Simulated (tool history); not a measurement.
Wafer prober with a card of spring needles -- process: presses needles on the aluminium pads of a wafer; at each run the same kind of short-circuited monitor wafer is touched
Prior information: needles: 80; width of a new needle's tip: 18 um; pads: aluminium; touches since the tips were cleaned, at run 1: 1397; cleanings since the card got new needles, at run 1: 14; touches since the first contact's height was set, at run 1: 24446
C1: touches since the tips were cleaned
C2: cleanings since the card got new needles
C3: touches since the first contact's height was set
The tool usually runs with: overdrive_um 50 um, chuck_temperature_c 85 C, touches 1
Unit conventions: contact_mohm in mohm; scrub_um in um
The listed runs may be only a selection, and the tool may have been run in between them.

Run 1, day 0.000: usual settings; C1 1397; C2 14; C3 24446. Result: contact_mohm 250 mohm, scrub_um 12.64 um.
At day 0.025: tips cleaned on abrasive film.
At day 0.212: tips cleaned on abrasive film.
Run 2, day 0.238: usual settings; C1 216; C2 16; C3 26472. Result: contact_mohm 215 mohm, scrub_um 12.52 um.
At day 0.400: tips cleaned on abrasive film.
Run 3, day 0.562: usual settings; C1 1432; C2 17; C3 29308. Result: contact_mohm 251 mohm, scrub_um 12.50 um.
At day 0.583: tips cleaned on abrasive film.
At day 0.792: tips cleaned on abrasive film.
Run 4, day 0.867: usual settings; C1 675; C2 19; C3 31937. Result: contact_mohm 232 mohm, scrub_um 12.52 um.
At day 0.979: tips cleaned on abrasive film.
At day 1.162: tips cleaned on abrasive film.
Run 5, day 1.162: usual settings but overdrive_um 46 um; C1 0; C2 21; C3 34481. Result: contact_mohm 209 mohm, scrub_um 11.25 um.
At day 1.346: tips cleaned on abrasive film.
Run 6, day 1.496: usual settings but overdrive_um 46 um; C1 1339; C2 22; C3 37418. Result: contact_mohm 256 mohm, scrub_um 11.33 um.
At day 1.529: tips cleaned on abrasive film.
At day 1.725: tips cleaned on abrasive film.
Run 7, day 1.862: usual settings but overdrive_um 46 um; C1 1224; C2 24; C3 40574. Result: contact_mohm 255 mohm, scrub_um 11.35 um.
At day 1.938: tips cleaned on abrasive film.
At day 2.129: tips cleaned on abrasive film.
Run 8, day 2.142: usual settings but overdrive_um 46 um; C1 77; C2 26; C3 42958. Result: contact_mohm 208 mohm, scrub_um 11.19 um.
At day 2.346: tips cleaned on abrasive film.
Run 9, day 2.371: usual settings but overdrive_um 37 um; C1 228; C2 27; C3 44977. Result: contact_mohm 229 mohm, scrub_um 8.80 um.
At day 2.562: tips cleaned on abrasive film.
Run 10, day 2.725: usual settings; C1 1455; C2 28; C3 48077. Result: contact_mohm 252 mohm, scrub_um 12.16 um.
At day 2.758: tips cleaned on abrasive film.
At day 2.962: tips cleaned on abrasive film.
Run 11, day 3.033: usual settings; C1 627; C2 30; C3 50736. Result: contact_mohm 232 mohm, scrub_um 12.08 um.
At day 3.146: tips cleaned on abrasive film.
Run 12, day 3.246: usual settings; C1 864; C2 31; C3 52567. Result: contact_mohm 238 mohm, scrub_um 12.13 um.
At day 3.350: tips cleaned on abrasive film.
Run 13, day 3.446: usual settings; C1 826; C2 32; C3 54289. Result: contact_mohm 239 mohm, scrub_um 12.16 um.
At day 3.533: tips cleaned on abrasive film.
At day 3.725: tips cleaned on abrasive film.
Run 14, day 3.783: usual settings; C1 519; C2 34; C3 57222. Result: contact_mohm 230 mohm, scrub_um 12.24 um.
At day 3.933: tips cleaned on abrasive film.
At day 4.142: tips cleaned on abrasive film.
Run 15, day 4.154: usual settings; C1 111; C2 36; C3 60426. Result: contact_mohm 216 mohm, scrub_um 12.29 um.
At day 4.354: tips cleaned on abrasive film.
At day 4.542: tips cleaned on abrasive film.
Run 16, day 4.542: usual settings; C1 0; C2 38; C3 63803. Result: contact_mohm 208 mohm, scrub_um 12.28 um.
At day 4.738: tips cleaned on abrasive film.
Run 17, day 4.808: usual settings but overdrive_um 59 um, chuck_temperature_c 49 C; C1 625; C2 39; C3 66113. Result: contact_mohm 219 mohm, scrub_um 14.31 um.
At day 4.925: tips cleaned on abrasive film.
Run 18, day 5.096: usual settings but overdrive_um 59 um, chuck_temperature_c 49 C; C1 1492; C2 40; C3 68622. Result: contact_mohm 236 mohm, scrub_um 14.24 um.
At day 5.117: tips cleaned on abrasive film.
At day 5.317: tips cleaned on abrasive film.
Run 19, day 5.421: usual settings but chuck_temperature_c 65 C; C1 918; C2 42; C3 71439. Result: contact_mohm 241 mohm, scrub_um 11.95 um.
At day 5.504: tips cleaned on abrasive film.
Run 20, day 5.662: usual settings but overdrive_um 69 um, touches 2; C1 1416; C2 43; C3 73534. Result: contact_mohm 217 mohm, scrub_um 17.01 um.
At day 5.717: tips cleaned on abrasive film.
At day 5.904: tips cleaned on abrasive film.
Run 21, day 6.004: usual settings but overdrive_um 60 um, touches 2; C1 888; C2 45; C3 76480. Result: contact_mohm 217 mohm, scrub_um 14.65 um.
At day 6.104: tips cleaned on abrasive film.
Run 22, day 6.204: usual settings but overdrive_um 60 um, touches 2; C1 871; C2 46; C3 78213. Result: contact_mohm 221 mohm, scrub_um 14.37 um.
At day 6.312: tips cleaned on abrasive film.
At day 6.496: tips cleaned on abrasive film.
Run 23, day 6.496: usual settings but chuck_temperature_c 38 C, touches 3; C1 0; C2 48; C3 80739. Result: contact_mohm 193 mohm, scrub_um 12.08 um.
At day 6.688: tips cleaned on abrasive film.
At day 6.883: tips cleaned on abrasive film.
Run 24, day 6.912: usual settings but chuck_temperature_c 38 C, touches 3; C1 271; C2 50; C3 84358. Result: contact_mohm 199 mohm, scrub_um 11.70 um.
At day 7.083: tips cleaned on abrasive film.
Run 25, day 7.167: usual settings but overdrive_um 47 um, chuck_temperature_c 38 C, touches 3; C1 745; C2 51; C3 86561. Result: contact_mohm 209 mohm, scrub_um 11.03 um.
At day 7.271: tips cleaned on abrasive film.
At day 7.458: tips cleaned on abrasive film.
Run 26, day 7.517: usual settings but touches 2; C1 513; C2 53; C3 89604. Result: contact_mohm 220 mohm, scrub_um 11.81 um.
At day 7.654: tips cleaned on abrasive film.
At day 7.838: tips cleaned on abrasive film.
Run 27, day 7.929: usual settings but overdrive_um 31 um, chuck_temperature_c 34 C; C1 803; C2 55; C3 93157. Result: contact_mohm 298 mohm, scrub_um 6.54 um.
At day 8.025: tips cleaned on abrasive film.
Run 28, day 8.125: usual settings but overdrive_um 31 um, chuck_temperature_c 34 C; C1 881; C2 56; C3 94866. Result: contact_mohm 323 mohm, scrub_um 6.62 um.
At day 8.208: tips cleaned on abrasive film.
At day 8.421: tips cleaned on abrasive film.
Run 29, day 8.508: usual settings but overdrive_um 40 um, chuck_temperature_c 39 C, touches 2; C1 762; C2 58; C3 98178. Result: contact_mohm 236 mohm, scrub_um 9.01 um.
At day 8.633: tips cleaned on abrasive film.
Run 30, day 8.708: usual settings but overdrive_um 40 um, chuck_temperature_c 121 C; C1 677; C2 59; C3 99936. Result: contact_mohm 273 mohm, scrub_um 9.04 um.

Consider 4 possible next runs. They are alternatives, not a sequence: every one starts from the tool as it was left by run 30. What does each give?
At day 8.833: tips cleaned on abrasive film.
Run A, day 8.996: usual settings but overdrive_um 37 um, chuck_temperature_c 42 C, touches 2; C1 1447; C2 60; C3 102430. Result: contact_mohm ?, scrub_um ?.
At day 8.833: tips cleaned on abrasive film.
Run B, day 8.996: usual settings but overdrive_um 34 um, chuck_temperature_c 121 C, touches 2; C1 1447; C2 60; C3 102430. Result: contact_mohm ?, scrub_um ?.
At day 8.833: tips cleaned on abrasive film.
Run C, day 8.996: usual settings but chuck_temperature_c 70 C; C1 1447; C2 60; C3 102430. Result: contact_mohm ?, scrub_um ?.
At day 8.833: tips cleaned on abrasive film.
Run D, day 8.996: usual settings but overdrive_um 33 um, chuck_temperature_c 35 C, touches 2; C1 1447; C2 60; C3 102430. Result: contact_mohm ?, scrub_um ?.

run  contact_mohm  scrub_um
  A           270      8.41
  B           287      7.41
  C           262     11.66
  D           292      7.03
Without the tool's hidden state the same runs would have given:
run  contact_mohm  scrub_um
  A           197      9.69
  B           210      8.69
  C           199     12.93
  D           197      8.29
